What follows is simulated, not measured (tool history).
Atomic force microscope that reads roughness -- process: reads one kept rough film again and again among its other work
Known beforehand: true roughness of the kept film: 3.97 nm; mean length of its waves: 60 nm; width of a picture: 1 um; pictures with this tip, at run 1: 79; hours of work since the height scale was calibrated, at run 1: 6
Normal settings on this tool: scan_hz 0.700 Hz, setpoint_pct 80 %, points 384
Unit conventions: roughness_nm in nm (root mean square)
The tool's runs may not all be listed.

run	day	scan_hz	setpoint_pct	points	pictures with this tip	hours of work since the height scale was calibrated	roughness_nm
1	0.000	0.700	80	384	79	6	3.575
2	0.238	0.700	80	384	84	8	3.602
3	0.417	2.840	80	384	87	10	3.367
4	0.671	2.633	80	384	92	13	3.359
5	0.879	3.006	80	384	96	15	3.331
6	1.071	3.006	80	384	100	17	3.317
# day 1.133: new tip fitted
7	1.338	0.700	80	384	4	19	3.773
8	1.542	0.790	80	890	8	21	3.780
9	1.754	0.790	80	890	12	23	3.784
# day 1.812: height scale calibrated on a step standard
10	1.979	0.790	80	890	15	2	3.781

Forecast run 11:
11	2.188	0.700	80	551	19	4	?

roughness_nm: 3.754 nm (root mean square)
Minus the tool's unlogged condition, the same run would have read roughness_nm 3.805 nm (root mean square).

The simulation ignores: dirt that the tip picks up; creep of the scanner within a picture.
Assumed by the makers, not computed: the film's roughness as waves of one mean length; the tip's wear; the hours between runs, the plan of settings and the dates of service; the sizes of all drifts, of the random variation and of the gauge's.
